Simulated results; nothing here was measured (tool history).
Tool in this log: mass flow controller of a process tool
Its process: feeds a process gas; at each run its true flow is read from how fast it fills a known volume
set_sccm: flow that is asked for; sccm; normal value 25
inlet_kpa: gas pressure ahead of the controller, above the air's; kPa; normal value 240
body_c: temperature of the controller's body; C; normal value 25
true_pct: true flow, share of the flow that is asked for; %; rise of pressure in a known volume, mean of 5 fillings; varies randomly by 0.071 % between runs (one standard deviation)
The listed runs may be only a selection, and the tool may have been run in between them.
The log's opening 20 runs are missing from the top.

run,hour,set_sccm,inlet_kpa,body_c,hours of work since the controller was set to zero,hours of work since the controller was changed,true_pct
21,1937.9,47,175,27,2623,2623,100.19
22,2011.3,47,175,27,2656,2656,100.17
23,2069.3,25,186,34,2683,2683,100.33
24,2179.9,37,260,28,2733,2733,99.95
25,2248.4,37,149,25,2764,2764,99.87
26,2340.9,37,149,26,2805,2805,99.77
27,2406.3,37,149,26,2835,2835,99.9
28,2499.6,11,152,26,2877,2877,99.42
29,2609.5,25,165,31,2927,2927,100.06
30,2739.2,25,165,31,2985,2985,99.93
31,2805.3,13,165,26,3015,3015,99.39
32,2894.3,20,163,23,3055,3055,99.37
33,2958.4,24,240,40,3084,3084,100.83
34,3080.3,7,263,23,3139,3139,98.95

Here are 4 independent what-if runs from the current tool condition. What would each one return?
A,3140.8,25,268,20,3167,3167,?
B,3140.8,7,240,35,3167,3167,?
C,3140.8,8,212,25,3167,3167,?
D,3140.8,46,232,25,3167,3167,?

run,true_pct
A,99.04
B,99.99
C,99.22
D,99.94
Had the tool no hidden state, the same runs would have come out as:
run,true_pct
A,99.05
B,99.99
C,99.22
D,99.95
